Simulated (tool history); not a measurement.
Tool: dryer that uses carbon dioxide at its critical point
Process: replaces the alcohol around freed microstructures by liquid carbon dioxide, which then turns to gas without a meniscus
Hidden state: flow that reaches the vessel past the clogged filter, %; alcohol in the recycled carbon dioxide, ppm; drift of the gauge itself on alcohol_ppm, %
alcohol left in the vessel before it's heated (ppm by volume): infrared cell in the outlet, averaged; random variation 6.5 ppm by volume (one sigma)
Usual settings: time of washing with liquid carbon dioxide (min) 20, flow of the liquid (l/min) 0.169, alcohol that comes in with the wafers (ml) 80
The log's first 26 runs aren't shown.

run     day  time of washing with liquid carbon dioxide (min)  flow of the liquid (l/min)  alcohol that comes in with the wafers (ml)  hours of work since the filter was changed  hours of work since the purifier's bed was changed  alcohol left in the vessel before it's heated (ppm by volume)
 27  22.042                                                20                       0.169                                          26                                          20                                                 625                                                            265
 28  23.138                                                20                       0.169                                          26                                          36                                                 642                                                            280
 29  23.971                                                20                       0.169                                          26                                          48                                                 654                                                            278
 30  25.046                                                20                       0.169                                          26                                          64                                                 670                                                            286
 31  26.021                                                16                       0.147                                          34                                          78                                                 684                                                           1080
 32  26.642                                                16                       0.147                                          34                                          87                                                 693                                                           1131
 33  27.621                                                16                       0.147                                          34                                         102                                                 708                                                           1147
 34  28.404                                                16                       0.105                                          34                                         113                                                 719                                                           3573
 35  29.454                                                20                       0.151                                          92                                         129                                                 735                                                            979
 36  30.612                                                16                       0.191                                         115                                         146                                                 752                                                           1039
 37  31.562                                                26                       0.163                                          86                                         160                                                 766                                                            291
 38  32.400                                                25                       0.284                                          65                                         172                                                 778                                                            219
 39  33.058                                                25                       0.284                                          65                                         182                                                 788                                                            224
 40  33.729                                                25                       0.284                                          65                                         192                                                 797                                                            225
 41  34.375                                                25                       0.284                                          65                                         201                                                 807                                                            229
 42  35.296                                                13                       0.284                                          35                                         215                                                 821                                                            311

Run 43 comes next. What will it give?
 43  36.079                                                19                       0.169                                          61                                         226                                                 832                                                              ?

Run 43 gave alcohol left in the vessel before it's heated (ppm by volume) 632.
Without the tool's hidden state the same run would have given alcohol left in the vessel before it's heated (ppm by volume) 302.

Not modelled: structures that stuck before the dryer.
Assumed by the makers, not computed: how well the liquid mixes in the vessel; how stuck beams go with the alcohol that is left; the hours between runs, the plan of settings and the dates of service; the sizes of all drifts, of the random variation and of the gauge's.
